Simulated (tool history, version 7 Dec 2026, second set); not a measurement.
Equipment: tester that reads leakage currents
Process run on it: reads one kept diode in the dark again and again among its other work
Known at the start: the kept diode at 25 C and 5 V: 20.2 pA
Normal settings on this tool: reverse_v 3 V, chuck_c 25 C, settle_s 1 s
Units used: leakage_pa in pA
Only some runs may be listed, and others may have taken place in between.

run,hour,reverse_v,chuck_c,settle_s,leakage_pa
1,0,3,25,1,17.33
2,19.9,3,25,1,17.29
3,41.7,3,25,1,17.3
4,71.3,3,25,1,17.34
5,101.9,3,25,1,17.36
6,126.4,3,25,1,17.11
7,141.8,3,25,1,17.3
8,168.8,3,25,1,17.2
9,186.4,3,25,1,17.23
10,205.5,3,25,1,17.33
11,238.9,3,25,1,17.37
12,276.5,3,25,1,17.26
13,307,3,25,1,17.25
14,344.6,3,25,1,17.28
15,380,3,25,1,17.28
16,413.5,3,25,0.42,17.58
17,441.9,3,25,3.24,17.22
18,458.1,3,25,3.24,17.24
19,474.1,3,25,3.24,17.17
20,504.3,3,25,3.24,17.24
21,541.1,3,25,3.24,17.04
22,560.8,17.71,31,1.02,52.14
23,595.6,1.95,29,1,20.14
24,621.5,4.49,37,0.61,48.41
25,637.4,4.49,37,0.61,48.28
26,665.9,1.75,39,1,40.91
27,690.7,17.77,54,1,245.36
28,724.5,14.97,37,0.35,75.65
29,743.5,8,47,1.44,116.83
30,779.7,9.58,20,2.2,19.33
31,804.5,9.58,20,2.2,19.35
32,842.1,4.81,25,1,20.61
33,862.8,14.44,34,1.17,59.08
34,889.6,14.44,34,1.17,59.18
35,907,2.33,32,0.66,26.71
36,944.5,2.33,32,3.12,26.46
37,972.9,1.83,20,0.76,9.91
38,994.4,10.31,25,0.43,29.46
39,1019.2,3,25,6.34,17.2
40,1045.2,5.52,25,1,21.88
41,1078.3,3,28,0.95,21.58

Branching from run 41: 3 alternative next runs. What would each branch give?
A,1096.9,12.75,28,6.48,?
B,1096.9,7.6,28,0.95,?
C,1096.9,3,29,2.17,?

run,leakage_pa
A,37.36
B,30.81
C,22.97
The same runs, with their run-to-run variation unchanged, on a tool lacking any hidden condition would have given:
run,leakage_pa
A,34.36
B,29.85
C,23.76

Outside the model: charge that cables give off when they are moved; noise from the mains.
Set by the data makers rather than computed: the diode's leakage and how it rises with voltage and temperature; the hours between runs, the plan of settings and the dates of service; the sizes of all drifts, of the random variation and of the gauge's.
